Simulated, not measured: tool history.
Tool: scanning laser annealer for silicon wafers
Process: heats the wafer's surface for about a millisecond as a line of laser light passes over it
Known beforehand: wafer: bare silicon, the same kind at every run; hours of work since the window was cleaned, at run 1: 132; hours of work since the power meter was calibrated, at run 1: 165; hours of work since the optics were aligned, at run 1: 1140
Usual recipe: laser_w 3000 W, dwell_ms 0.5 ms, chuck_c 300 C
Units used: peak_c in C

run,day,laser_w,dwell_ms,chuck_c,hours of work since the window was cleaned,hours of work since the power meter was calibrated,hours of work since the optics were aligned,peak_c
1,0,3000,0.5,300,132,165,1140,1126
2,0.212,3000,0.5,300,135,168,1143,1126
3,0.467,3000,0.5,300,138,171,1147,1125
4,0.821,3000,0.5,300,143,176,1151,1128
5,1.183,3000,0.5,300,148,181,1156,1127
6,1.654,3000,0.5,300,154,187,1162,1123
7,1.912,3000,0.5,300,158,191,1166,1125
8,2.254,3000,0.5,300,162,195,1171,1128
9,2.604,3000,0.5,300,167,200,1175,1124
10,3,3000,0.5,300,172,205,1181,1123
11,3.325,3000,0.5,300,176,210,1185,1126
12,3.529,3000,0.5,300,179,212,1188,1124
13,3.904,3000,0.5,300,184,217,1193,1122
14,4.233,3000,0.5,300,189,222,1197,1125
15,4.562,3000,0.5,300,193,226,1201,1122
16,4.817,3000,0.5,300,196,230,1205,1124
17,5.196,3000,0.5,271,201,235,1210,1093
18,5.592,3000,0.5,271,207,240,1215,1092
19,5.8,3000,0.526,271,210,243,1218,1113
20,6.008,3000,0.526,271,212,246,1221,1114
21,6.367,3000,0.526,271,217,250,1226,1116
22,6.746,3000,0.526,302,222,255,1231,1147
23,7.104,3000,0.526,302,227,260,1235,1146
24,7.488,2685,0.504,323,232,265,1241,1054
25,7.862,2685,0.592,323,237,270,1246,1123
26,8.192,3143,0.509,300,242,275,1250,1168
27,8.679,3143,0.509,300,248,281,1256,1167
28,8.883,3143,0.393,300,251,284,1259,1048
29,9.354,3143,0.393,300,257,290,1266,1048
30,9.675,2984,0.5,321,261,295,1270,1130
31,9.942,2734,0.5,339,265,298,1273,1078
# day 10.579: optics aligned, line set to its width
32,10.608,2734,0.551,339,271,304,0,1128
33,11.046,2734,0.551,339,277,310,6,1130
34,11.492,2920,0.574,285,283,316,12,1151
35,11.733,2583,0.574,285,286,319,15,1043
36,12.012,2618,0.458,314,290,323,19,993
37,12.479,2618,0.458,323,296,329,25,1004
38,12.804,2903,0.409,339,300,334,30,1049
39,13.254,2903,0.409,339,307,340,36,1048
40,13.533,2903,0.409,339,310,344,40,1045

Some steps in peak_c, run to run, broken into two amounts with sign: the step expected even without the hidden condition (settings, incoming material, random variation), and the rest, left for the hidden condition together with whatever gauge scatter is not in both the measured and the hidden-condition-free result:
Hidden state at play: light that passes the window, % of a clean one's; laser's true power over the reading, %; width of the line over the set one, %; drift of the gauge itself on peak_c, C.
Run 23 -> 24: laser_w 3000 -> 2685, dwell_ms 0.526 -> 0.504, chuck_c 302 -> 323. peak_c -92 C: hidden state +3, all else -95.
Run 27 -> 28: dwell_ms 0.509 -> 0.393. peak_c -119 C: hidden state +4, all else -123.
Run 31 -> 32: dwell_ms 0.5 -> 0.551, optics aligned, line set to its width. peak_c +50 C: hidden state +5, all else +45.
Run 34 -> 35: laser_w 2920 -> 2583. peak_c -108 C: hidden state +3, all else -111.
